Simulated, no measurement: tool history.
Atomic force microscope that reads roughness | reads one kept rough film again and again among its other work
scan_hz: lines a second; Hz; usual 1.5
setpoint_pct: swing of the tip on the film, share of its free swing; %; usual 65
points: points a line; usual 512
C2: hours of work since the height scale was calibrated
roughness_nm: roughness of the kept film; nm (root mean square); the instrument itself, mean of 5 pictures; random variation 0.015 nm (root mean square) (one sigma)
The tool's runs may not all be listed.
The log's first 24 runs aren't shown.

Run 25, day 7.054: usual settings but scan_hz 2.81 Hz, setpoint_pct 75 %; pictures with this tip 157; C2 207. Result: roughness_nm 2.219 nm (root mean square).
Run 26, day 7.508: usual settings but setpoint_pct 57 %, points 454; pictures with this tip 177; C2 213. Result: roughness_nm 2.494 nm (root mean square).
Run 27, day 7.75: usual settings but setpoint_pct 57 %, points 454; pictures with this tip 188; C2 217. Result: roughness_nm 2.428 nm (root mean square).
Run 28, day 7.992: usual settings but scan_hz 1.04 Hz, setpoint_pct 63 %, points 598; pictures with this tip 198; C2 221. Result: roughness_nm 2.402 nm (root mean square).
At day 8.133: new tip fitted.
Run 29, day 8.208: usual settings but scan_hz 1.04 Hz, setpoint_pct 63 %, points 598; pictures with this tip 3; C2 224. Result: roughness_nm 3.557 nm (root mean square).
Run 30, day 8.525: usual settings but scan_hz 1.8 Hz, setpoint_pct 87 %; pictures with this tip 17; C2 229. Result: roughness_nm 2.833 nm (root mean square).
Run 31, day 8.758: usual settings but scan_hz 1.8 Hz, setpoint_pct 87 %; pictures with this tip 27; C2 232. Result: roughness_nm 2.795 nm (root mean square).
Run 32, day 9.042: usual settings but scan_hz 1.8 Hz, setpoint_pct 87 %; pictures with this tip 39; C2 237. Result: roughness_nm 2.715 nm (root mean square).
Run 33, day 9.338: usual settings but scan_hz 1.8 Hz, setpoint_pct 75 %, points 496; pictures with this tip 52; C2 241. Result: roughness_nm 2.876 nm (root mean square).
Run 34, day 9.779: usual settings but points 725; pictures with this tip 71; C2 248. Result: roughness_nm 2.956 nm (root mean square).
Run 35, day 10.083: usual settings but scan_hz 0.98 Hz, setpoint_pct 80 %, points 448; pictures with this tip 85; C2 252. Result: roughness_nm 2.781 nm (root mean square).
Run 36, day 10.538: usual settings but scan_hz 1.19 Hz, points 975; pictures with this tip 105; C2 259. Result: roughness_nm 2.801 nm (root mean square).
Run 37, day 10.825: usual settings but scan_hz 1.19 Hz, setpoint_pct 89 %, points 657; pictures with this tip 117; C2 264. Result: roughness_nm 2.418 nm (root mean square).
Run 38, day 11.192: usual settings but scan_hz 1.19 Hz, setpoint_pct 89 %, points 657; pictures with this tip 133; C2 269. Result: roughness_nm 2.351 nm (root mean square).
Run 39, day 11.654: usual settings but scan_hz 1.29 Hz, setpoint_pct 82 %, points 642; pictures with this tip 153; C2 276. Result: roughness_nm 2.346 nm (root mean square).
Run 40, day 11.875: usual settings but scan_hz 1.29 Hz, setpoint_pct 81 %, points 642; pictures with this tip 163; C2 280. Result: roughness_nm 2.316 nm (root mean square).
Run 41, day 12.304: usual settings but scan_hz 0.58 Hz, setpoint_pct 81 %, points 704; pictures with this tip 182; C2 286. Result: roughness_nm 2.403 nm (root mean square).
Run 42, day 12.608: usual settings but setpoint_pct 74 %; pictures with this tip 195; C2 291. Result: roughness_nm 2.221 nm (root mean square).

Forecast each of these 4 alternatives for the next run:
At day 12.854: new tip fitted.
Run A, day 13.017: usual settings but setpoint_pct 61 %; pictures with this tip 7; C2 297. Result: roughness_nm ?.
At day 12.854: new tip fitted.
Run B, day 13.017: usual settings but scan_hz 0.57 Hz, setpoint_pct 82 %, points 532; pictures with this tip 7; C2 297. Result: roughness_nm ?.
At day 12.854: new tip fitted.
Run C, day 13.017: usual settings but scan_hz 0.73 Hz, setpoint_pct 62 %, points 952; pictures with this tip 7; C2 297. Result: roughness_nm ?.
At day 12.854: new tip fitted.
Run D, day 13.017: usual settings but setpoint_pct 71 %; pictures with this tip 7; C2 297. Result: roughness_nm ?.

run  roughness_nm
  A         3.552
  B         3.512
  C         3.675
  D         3.426
Without the tool's hidden state the same runs would have given:
run  roughness_nm
  A          3.64
  B         3.599
  C         3.766
  D         3.511
